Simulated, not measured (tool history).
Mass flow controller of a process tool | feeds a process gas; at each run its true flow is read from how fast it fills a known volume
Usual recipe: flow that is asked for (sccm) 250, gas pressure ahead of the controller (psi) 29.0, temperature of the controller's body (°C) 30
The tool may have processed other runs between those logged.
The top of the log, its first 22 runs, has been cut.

run	day	flow that is asked for (sccm)	gas pressure ahead of the controller (psi)	temperature of the controller's body (°C)	true flow (%)
23	153.808	151	26.5	26	98.37
24	161.679	99	29.0	27	97.87
25	165.779	99	23.5	23	98.53
26	171.150	68	23.5	23	98.39
27	176.467	68	23.5	23	98.42
28	183.671	123	24.5	26	98.34
29	191.429	123	24.5	26	98.19
# day 199.479: controller exchanged for a calibrated one
30	200.783	123	24.5	26	98.11
31	206.479	142	22.5	30	97.97
32	214.483	142	31.8	30	97.66
33	219.325	84	31.9	30	97.44
34	227.900	250	38.3	25	98.54
35	232.596	233	21.5	25	98.77
36	240.800	76	31.9	29	97.42
37	250.450	76	31.9	29	97.59
38	260.021	76	31.9	29	97.62
39	264.146	187	29.0	33	97.72
40	273.850	187	29.0	33	97.79
41	278.504	357	26.4	39	97.93
42	287.596	150	29.0	30	97.93
43	292.246	150	29.0	30	97.81
44	300.796	150	22.8	30	98.09

Branching from run 44: 4 alternative next runs. What would each branch give?
A	305.925	250	33.4	22	?
B	305.925	187	36.5	25	?
C	305.925	444	29.4	33	?
D	305.925	250	31.9	30	?

run	true flow (%)
A	99.10
B	98.50
C	98.85
D	98.32
What these runs would have given with no unlogged condition in the tool:
run	true flow (%)
A	99.11
B	98.50
C	98.85
D	98.33

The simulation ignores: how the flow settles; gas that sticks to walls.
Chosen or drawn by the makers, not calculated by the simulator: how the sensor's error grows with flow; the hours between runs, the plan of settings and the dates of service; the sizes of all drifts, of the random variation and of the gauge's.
